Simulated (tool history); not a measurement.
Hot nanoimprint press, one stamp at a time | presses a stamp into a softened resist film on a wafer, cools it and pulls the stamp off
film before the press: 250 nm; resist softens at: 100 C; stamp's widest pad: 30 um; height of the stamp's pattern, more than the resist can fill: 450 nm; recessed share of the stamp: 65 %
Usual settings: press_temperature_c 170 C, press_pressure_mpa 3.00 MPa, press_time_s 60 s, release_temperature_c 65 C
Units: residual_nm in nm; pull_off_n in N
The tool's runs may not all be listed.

run	hour	press_temperature_c	press_pressure_mpa	press_time_s	release_temperature_c	residual_nm	pull_off_n
1	0.0	170	3.00	60	65	93.9	126.9
# hour 30.6: stamp cleaned and given a new release coat
2	55.1	170	3.00	60	65	93.4	125.2
# hour 78.5: press's hydraulic seals changed and the load cell set to zero
3	111.1	170	3.00	60	65	93.2	126.8
# hour 160.4: stamp cleaned and given a new release coat
4	163.3	170	3.00	60	65	92.3	125.5
5	223.7	170	3.00	80	65	83.0	126.2
# hour 280.1: stamp cleaned and given a new release coat
6	286.8	170	3.00	80	65	84.0	126.6
# hour 327.2: plate thermocouple calibrated
7	351.5	170	3.00	80	65	83.8	125.4
# hour 404.1: stamp cleaned and given a new release coat
8	421.5	170	3.00	80	65	83.9	126.5
9	484.2	170	3.00	80	65	82.9	125.4
10	512.8	170	1.94	80	52	106.3	155.0
# hour 523.4: stamp cleaned and given a new release coat
11	574.7	170	1.94	80	52	104.7	154.3
12	624.8	169	2.47	43	67	120.2	122.6
# hour 641.6: stamp cleaned and given a new release coat
13	672.6	172	3.00	31	68	110.4	117.9

Forecast each of these 5 alternatives for the next run:
A	729.1	159	2.35	60	66	?	?
B	729.1	170	3.00	60	56	?	?
C	729.1	168	3.19	60	71	?	?
D	729.1	179	3.00	60	65	?	?
E	729.1	172	3.29	43	68	?	?

run	residual_nm	pull_off_n
A	152.1	122.1
B	94.1	146.8
C	96.4	110.5
D	68.2	126.3
E	94.9	117.2
Without the tool's hidden state the same runs would have given:
run	residual_nm	pull_off_n
A	151.6	121.6
B	93.7	146.2
C	96.0	110.0
D	68.0	125.8
E	94.6	116.6

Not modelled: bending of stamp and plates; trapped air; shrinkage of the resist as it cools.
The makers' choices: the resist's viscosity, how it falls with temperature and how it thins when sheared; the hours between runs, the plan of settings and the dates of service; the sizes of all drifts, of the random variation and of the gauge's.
